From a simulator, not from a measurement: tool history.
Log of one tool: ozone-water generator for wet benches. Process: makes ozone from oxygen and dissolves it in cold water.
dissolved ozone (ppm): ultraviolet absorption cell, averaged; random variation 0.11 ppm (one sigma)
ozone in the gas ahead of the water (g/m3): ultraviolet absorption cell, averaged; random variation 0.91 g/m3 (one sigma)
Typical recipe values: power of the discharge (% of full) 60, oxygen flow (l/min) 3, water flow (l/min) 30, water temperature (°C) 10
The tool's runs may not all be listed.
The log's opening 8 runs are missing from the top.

run	hour	power of the discharge (% of full)	oxygen flow (l/min)	water flow (l/min)	water temperature (°C)	hours of work since the electrodes were changed	hours of work since the contactor was cleaned	hours of work since the thermometer was calibrated	dissolved ozone (ppm)	ozone in the gas ahead of the water (g/m3)
9	258	60	3	30	7	343	3856	551	8	151.2
10	302.7	60	3	30	7	381	3893	588	8	151
11	331.8	60	3	30	7	405	3918	612	8	151.3
12	371.4	60	3	30	7	438	3951	645	8.2	151.9
13	409.1	60	3	30	10	470	3982	677	7.8	152.1
14	436.1	60	3	30	6	492	4005	700	8.2	152.6
# hour 444.1: contactor cleaned
15	484.2	60	3	43	10	529	34	736	4.8	150.6
16	520.7	60	3	43	10	560	64	767	4.8	152.4
17	548	60	3	43	10	582	87	790	4.6	151
18	576.5	60	2.68	30	10	606	111	814	7.4	162
# hour 607.4: contactor cleaned, once more
19	623.9	60	5.09	32	7	643	14	850	8.6	111.9
20	665.8	60	5.09	32	7	678	49	885	8.7	112.2
21	703.1	45	3.43	30	10	709	80	916	6.5	111.1
22	740.4	83	3.43	30	10	740	111	947	11	184.3
23	771.2	71	2.76	23	15	766	137	973	12	182.2
24	800.7	60	3	20	10	790	162	998	12.8	151.4
25	844.4	60	3	20	10	827	198	1034	13	151.6
26	867	60	3	20	10	846	217	1053	12.8	151.6
27	905.4	60	3	20	10	878	249	1085	12.8	150.6
28	943.7	60	1.61	29	10	910	281	1117	7.3	216.2
29	973.1	48	3	30	16	935	306	1142	6.6	124.3
30	996.6	48	3	30	16	954	325	1161	6.3	126.5
31	1040.6	48	3	20	5	991	362	1198	11.2	126.1
32	1075.5	48	3	20	5	1020	391	1227	11	126.2

Each row is a separate what-if for the run after 32, all from the same tool condition, not one after another. Results?
A	1103	60	3	31	15	1043	414	1250	?	?
B	1103	60	3	30	12	1043	414	1250	?	?
C	1103	60	5.33	21	10	1043	414	1250	?	?
D	1103	60	3.85	37	7	1043	414	1250	?	?
E	1103	43	2.45	30	14	1043	414	1250	?	?

run	dissolved ozone (ppm)	ozone in the gas ahead of the water (g/m3)
A	7.7	152.3
B	8	151.1
C	13.1	110.6
D	6.7	132.4
E	5.8	128.5
Without the tool's hidden state the same runs would have given:
run	dissolved ozone (ppm)	ozone in the gas ahead of the water (g/m3)
A	7.9	153.8
B	8.2	152.7
C	13.3	111.8
D	6.9	133.8
E	5.9	129.4
